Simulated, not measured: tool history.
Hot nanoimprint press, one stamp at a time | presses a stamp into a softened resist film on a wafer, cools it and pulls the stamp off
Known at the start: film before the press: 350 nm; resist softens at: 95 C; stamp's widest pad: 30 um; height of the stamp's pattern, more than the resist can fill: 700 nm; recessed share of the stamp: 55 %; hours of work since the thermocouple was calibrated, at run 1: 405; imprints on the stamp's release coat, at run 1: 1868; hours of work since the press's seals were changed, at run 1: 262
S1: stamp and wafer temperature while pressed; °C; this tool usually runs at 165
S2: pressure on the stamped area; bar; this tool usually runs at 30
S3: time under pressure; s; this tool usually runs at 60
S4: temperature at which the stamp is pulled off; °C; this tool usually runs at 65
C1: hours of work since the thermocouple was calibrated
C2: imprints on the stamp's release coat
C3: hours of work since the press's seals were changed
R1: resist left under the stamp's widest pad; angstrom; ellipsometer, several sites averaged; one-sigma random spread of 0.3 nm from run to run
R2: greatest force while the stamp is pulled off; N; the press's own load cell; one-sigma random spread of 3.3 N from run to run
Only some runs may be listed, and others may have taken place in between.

run,hour,S1,S2,S3,S4,C1,C2,C3,R1,R2
1,0,165,30,60,65,405,1868,262,1346,164
2,9.5,165,30,60,65,411,1909,268,1352,162
3,16.8,165,30,107,65,416,1941,273,1072,162
4,26,165,30,107,65,422,1981,279,1079,158
# hour 37: stamp cleaned and given a new release coat
5,39.2,165,25.2,60,65,427,9,284,1484,159
6,46,165,25.2,60,65,432,39,289,1485,162
7,54.3,165,25.2,60,65,437,75,294,1483,159
8,62,165,25.2,60,65,443,109,299,1481,159
9,72.3,165,30,60,65,450,153,306,1354,154
10,81.8,165,30,60,65,456,195,313,1356,159
11,88,165,30,60,65,460,222,317,1355,159
12,93.2,165,30,60,65,464,244,321,1350,157
13,98.6,165,30,60,65,467,268,324,1356,156
14,108.7,165,30,60,65,474,312,331,1357,160
15,117,165,30,60,65,480,348,337,1363,166
16,124.3,165,29.7,60,65,485,379,342,1367,158
17,130,165,43.2,60,65,489,404,345,1120,167
18,139,165,23.8,33,65,495,443,352,1887,156
19,148.7,165,30,60,67,501,485,358,1364,152
# hour 156.7: plate thermocouple calibrated
20,157.4,165,30,60,67,0,510,362,1370,160
21,166,165,30,60,67,6,548,368,1370,160
22,170.6,170,30,40,65,9,568,371,1336,165
23,180.2,170,30,40,65,16,609,377,1333,159
24,187.8,164,30.8,35,52,21,643,383,1701,189
25,193.7,164,30.8,77,64,25,668,387,1276,168
26,201.7,164,30.8,77,64,30,703,392,1283,158
27,211.9,164,30.8,77,64,37,747,399,1278,162
28,217.6,164,30.8,77,64,41,772,403,1275,164
29,222.5,164,30.9,108,64,45,793,406,1127,164
30,230.4,176,19.1,36,60,50,828,411,1445,174
31,239.1,154,30,66,63,56,866,417,1998,169

Predict each of these 3 candidate next runs independently; none follows another, all start after run 31:
A,248.5,154,23.5,66,62,62,907,424,?,?
B,248.5,160,30,66,70,62,907,424,?,?
C,248.5,162,30,60,65,62,907,424,?,?

run,R1,R2
A,2219,166
B,1609,149
C,1539,168
Without the tool's unlogged condition, the same runs would have read:
run,R1,R2
A,2166,165
B,1570,147
C,1502,166
